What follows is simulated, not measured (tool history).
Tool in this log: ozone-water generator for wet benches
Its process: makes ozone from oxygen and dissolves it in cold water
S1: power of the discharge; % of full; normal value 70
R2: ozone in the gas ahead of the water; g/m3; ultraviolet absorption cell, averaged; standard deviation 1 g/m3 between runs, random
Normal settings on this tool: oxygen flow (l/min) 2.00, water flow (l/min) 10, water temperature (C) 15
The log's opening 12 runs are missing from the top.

{"run": 13, "hour": 281.8, "S1": 65, "oxygen flow (l/min)": 2.0, "water flow (l/min)": 10, "water temperature (C)": 15, "dissolved ozone (ppm)": 16.3, "R2": 169.6}
{"run": 14, "hour": 303.5, "S1": 65, "oxygen flow (l/min)": 2.0, "water flow (l/min)": 10, "water temperature (C)": 15, "dissolved ozone (ppm)": 16.1, "R2": 168.6}
{"run": 15, "hour": 326.6, "S1": 70, "oxygen flow (l/min)": 2.0, "water flow (l/min)": 10, "water temperature (C)": 12, "dissolved ozone (ppm)": 17.6, "R2": 182.3}
{"run": 16, "hour": 351.2, "S1": 70, "oxygen flow (l/min)": 2.0, "water flow (l/min)": 10, "water temperature (C)": 15, "dissolved ozone (ppm)": 17.6, "R2": 183.0}
{"run": 17, "hour": 379.3, "S1": 70, "oxygen flow (l/min)": 2.0, "water flow (l/min)": 10, "water temperature (C)": 17, "dissolved ozone (ppm)": 16.6, "R2": 182.7}
{"run": 18, "hour": 411.1, "S1": 70, "oxygen flow (l/min)": 2.0, "water flow (l/min)": 10, "water temperature (C)": 17, "dissolved ozone (ppm)": 16.8, "R2": 181.0}
{"run": 19, "hour": 431.5, "S1": 43, "oxygen flow (l/min)": 2.79, "water flow (l/min)": 10, "water temperature (C)": 16, "dissolved ozone (ppm)": 10.7, "R2": 94.9}
{"run": 20, "hour": 465.2, "S1": 66, "oxygen flow (l/min)": 2.0, "water flow (l/min)": 7, "water temperature (C)": 10, "dissolved ozone (ppm)": 23.3, "R2": 171.4}
{"run": 21, "hour": 482.5, "S1": 70, "oxygen flow (l/min)": 1.13, "water flow (l/min)": 7, "water temperature (C)": 18, "dissolved ozone (ppm)": 22.3, "R2": 259.6}
{"run": 22, "hour": 515.7, "S1": 75, "oxygen flow (l/min)": 2.96, "water flow (l/min)": 6, "water temperature (C)": 16, "dissolved ozone (ppm)": 24.9, "R2": 150.5}
{"run": 23, "hour": 545.5, "S1": 75, "oxygen flow (l/min)": 2.2, "water flow (l/min)": 6, "water temperature (C)": 16, "dissolved ozone (ppm)": 26.4, "R2": 180.4}
{"run": 24, "hour": 567.2, "S1": 71, "oxygen flow (l/min)": 2.62, "water flow (l/min)": 7, "water temperature (C)": 18, "dissolved ozone (ppm)": 21.5, "R2": 153.9}
{"run": 25, "hour": 584.3, "S1": 71, "oxygen flow (l/min)": 2.62, "water flow (l/min)": 7, "water temperature (C)": 18, "dissolved ozone (ppm)": 21.6, "R2": 155.2}
{"run": 26, "hour": 608.0, "S1": 82, "oxygen flow (l/min)": 2.62, "water flow (l/min)": 7, "water temperature (C)": 20, "dissolved ozone (ppm)": 23.8, "R2": 175.2}
{"run": 27, "hour": 640.1, "S1": 75, "oxygen flow (l/min)": 3.25, "water flow (l/min)": 7, "water temperature (C)": 22, "dissolved ozone (ppm)": 20.0, "R2": 142.6}
{"run": 28, "hour": 663.1, "S1": 75, "oxygen flow (l/min)": 3.25, "water flow (l/min)": 7, "water temperature (C)": 22, "dissolved ozone (ppm)": 19.6, "R2": 142.3}
{"run": 29, "hour": 697.1, "S1": 70, "oxygen flow (l/min)": 2.35, "water flow (l/min)": 10, "water temperature (C)": 18, "dissolved ozone (ppm)": 16.8, "R2": 163.1}
{"run": 30, "hour": 728.0, "S1": 70, "oxygen flow (l/min)": 2.35, "water flow (l/min)": 10, "water temperature (C)": 18, "dissolved ozone (ppm)": 16.5, "R2": 164.7}
{"run": 31, "hour": 760.3, "S1": 70, "oxygen flow (l/min)": 2.35, "water flow (l/min)": 10, "water temperature (C)": 18, "dissolved ozone (ppm)": 16.4, "R2": 163.4}
{"run": 32, "hour": 783.9, "S1": 70, "oxygen flow (l/min)": 2.0, "water flow (l/min)": 10, "water temperature (C)": 12, "dissolved ozone (ppm)": 17.9, "R2": 181.0}
{"run": 33, "hour": 798.4, "S1": 43, "oxygen flow (l/min)": 2.0, "water flow (l/min)": 7, "water temperature (C)": 15, "dissolved ozone (ppm)": 14.6, "R2": 116.7}

Below are 4 alternative next runs, each starting from the tool's condition after run 33. Predict each:
{"run": "A", "hour": 832.1, "S1": 43, "oxygen flow (l/min)": 2.0, "water flow (l/min)": 11, "water temperature (C)": 15, "dissolved ozone (ppm)": "?", "R2": "?"}
{"run": "B", "hour": 832.1, "S1": 56, "oxygen flow (l/min)": 2.0, "water flow (l/min)": 7, "water temperature (C)": 15, "dissolved ozone (ppm)": "?", "R2": "?"}
{"run": "C", "hour": 832.1, "S1": 43, "oxygen flow (l/min)": 1.31, "water flow (l/min)": 7, "water temperature (C)": 15, "dissolved ozone (ppm)": "?", "R2": "?"}
{"run": "D", "hour": 832.1, "S1": 43, "oxygen flow (l/min)": 1.33, "water flow (l/min)": 7, "water temperature (C)": 15, "dissolved ozone (ppm)": "?", "R2": "?"}

run=A dissolved_ozone_(ppm)=10.1 R2=117.2
run=B dissolved_ozone_(ppm)=19.0 R2=148.5
run=C dissolved_ozone_(ppm)=15.0 R2=152.7
run=D dissolved_ozone_(ppm)=15.0 R2=150.1
The same runs, with their run-to-run variation unchanged, on a tool lacking any hidden condition would have given:
run=A dissolved_ozone_(ppm)=10.1 R2=117.3
run=B dissolved_ozone_(ppm)=19.0 R2=148.6
run=C dissolved_ozone_(ppm)=15.0 R2=152.7
run=D dissolved_ozone_(ppm)=15.0 R2=150.1
